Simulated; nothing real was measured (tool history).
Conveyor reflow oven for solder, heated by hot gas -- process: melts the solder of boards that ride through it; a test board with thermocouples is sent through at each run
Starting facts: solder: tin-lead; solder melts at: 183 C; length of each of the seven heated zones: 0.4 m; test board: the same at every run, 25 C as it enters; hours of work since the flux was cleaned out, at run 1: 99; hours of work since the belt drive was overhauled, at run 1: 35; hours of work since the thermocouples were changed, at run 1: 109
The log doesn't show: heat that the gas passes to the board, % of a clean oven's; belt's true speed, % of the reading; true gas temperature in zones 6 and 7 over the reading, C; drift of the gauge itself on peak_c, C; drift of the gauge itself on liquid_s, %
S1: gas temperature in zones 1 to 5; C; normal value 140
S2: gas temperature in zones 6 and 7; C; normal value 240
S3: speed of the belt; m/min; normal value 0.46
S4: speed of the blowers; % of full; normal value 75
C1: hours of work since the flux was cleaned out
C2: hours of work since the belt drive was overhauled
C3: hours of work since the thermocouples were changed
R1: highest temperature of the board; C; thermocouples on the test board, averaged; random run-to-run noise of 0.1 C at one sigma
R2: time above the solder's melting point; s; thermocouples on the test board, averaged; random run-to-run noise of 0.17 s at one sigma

Run 1, hour 0: usual settings; C1 99; C2 35; C3 109. Result: R1 227.8 C, R2 89.4 s.
Run 2, hour 13.3: usual settings; C1 105; C2 42; C3 115. Result: R1 227.7 C, R2 89.2 s.
Run 3, hour 25.4: usual settings; C1 111; C2 48; C3 121. Result: R1 227.5 C, R2 89.3 s.
Run 4, hour 35.5: usual settings; C1 116; C2 53; C3 127. Result: R1 227.7 C, R2 89.4 s.
Run 5, hour 47.3: usual settings; C1 122; C2 59; C3 132. Result: R1 227.7 C, R2 89.3 s.
Run 6, hour 62.6: usual settings but S2 253 C; C1 130; C2 67; C3 140. Result: R1 239.8 C, R2 97.4 s.
Run 7, hour 77: usual settings but S2 253 C, S3 0.441 m/min; C1 137; C2 74; C3 147. Result: R1 240.8 C, R2 101.9 s.
Run 8, hour 84.6: usual settings but S1 132 C; C1 141; C2 78; C3 151. Result: R1 226.5 C, R2 85.2 s.
Run 9, hour 91.7: usual settings; C1 145; C2 81; C3 155. Result: R1 227.7 C, R2 89.5 s.
Run 10, hour 98.1: usual settings; C1 148; C2 85; C3 158. Result: R1 227.7 C, R2 89.5 s.
Run 11, hour 105: usual settings; C1 151; C2 88; C3 162. Result: R1 227.8 C, R2 89.6 s.
Run 12, hour 113: usual settings but S2 234 C; C1 156; C2 92; C3 166. Result: R1 222.2 C, R2 84.9 s.
Run 13, hour 124.1: usual settings but S2 234 C; C1 161; C2 98; C3 171. Result: R1 222.4 C, R2 85.3 s.
Run 14, hour 132.4: usual settings but S2 250 C, S3 0.51 m/min; C1 165; C2 102; C3 175. Result: R1 233.6 C, R2 84.1 s.
Run 15, hour 139.3: usual settings but S2 250 C, S3 0.51 m/min; C1 169; C2 105; C3 179. Result: R1 233.7 C, R2 83.9 s.
Run 16, hour 152.9: usual settings but S2 246 C; C1 176; C2 112; C3 186. Result: R1 233.4 C, R2 93 s.
At hour 163.8: flux residue cleaned out of gas plates and filters.
Run 17, hour 168.2: usual settings but S2 246 C; C1 2; C2 118; C3 191. Result: R1 233.1 C, R2 93.1 s.
Run 18, hour 177.7: usual settings but S2 233 C, S4 88 % of full; C1 7; C2 122; C3 196. Result: R1 223.6 C, R2 86.6 s.
Run 19, hour 187.9: usual settings but S1 141 C, S2 254 C, S3 0.45 m/min, S4 78 % of full; C1 12; C2 128; C3 201. Result: R1 242 C, R2 100.7 s.
Run 20, hour 198.3: usual settings but S1 149 C, S2 254 C, S3 0.45 m/min, S4 70 % of full; C1 17; C2 133; C3 206. Result: R1 241.3 C, R2 104.1 s.
Run 21, hour 204.8: usual settings but S1 149 C, S2 254 C, S3 0.45 m/min, S4 70 % of full; C1 21; C2 136; C3 209. Result: R1 241.2 C, R2 103.8 s.
Run 22, hour 218.3: usual settings but S1 146 C, S2 254 C, S3 0.421 m/min, S4 62 % of full; C1 27; C2 143; C3 216. Result: R1 241.1 C, R2 110.2 s.
Run 23, hour 226.9: usual settings but S1 141 C, S2 241 C, S3 0.379 m/min, S4 88 % of full; C1 32; C2 147; C3 221. Result: R1 235 C, R2 116 s.

5 options for the next run, each taken on its own from the tool as it stands now. Forecast them:
Run A, hour 233.6: usual settings but S1 141 C, S2 241 C, S3 0.454 m/min, S4 88 % of full; C1 35; C2 151; C3 224. Result: R1 ?, R2 ?.
Run B, hour 233.6: usual settings but S1 150 C; C1 35; C2 151; C3 224. Result: R1 ?, R2 ?.
Run C, hour 233.6: usual settings but S1 137 C, S2 245 C, S3 0.515 m/min, S4 88 % of full; C1 35; C2 151; C3 224. Result: R1 ?, R2 ?.
Run D, hour 233.6: usual settings but S1 155 C, S3 0.471 m/min, S4 84 % of full; C1 35; C2 151; C3 224. Result: R1 ?, R2 ?.
Run E, hour 233.6: usual settings but S1 139 C, S2 243 C, S3 0.379 m/min, S4 76 % of full; C1 35; C2 151; C3 224. Result: R1 ?, R2 ?.

run     R1     R2
  A  231.3   93.9
  B  229.1   95.2
  C  231.4   80.5
  D  230.6   96.5
  E  235.4  114.5
Take away the tool's hidden state, keep each run's random variation, and the runs would have read:
run     R1     R2
  A  231.3   93.9
  B  229.1   95.2
  C  231.3   80.5
  D  230.6   96.5
  E  235.4  114.5
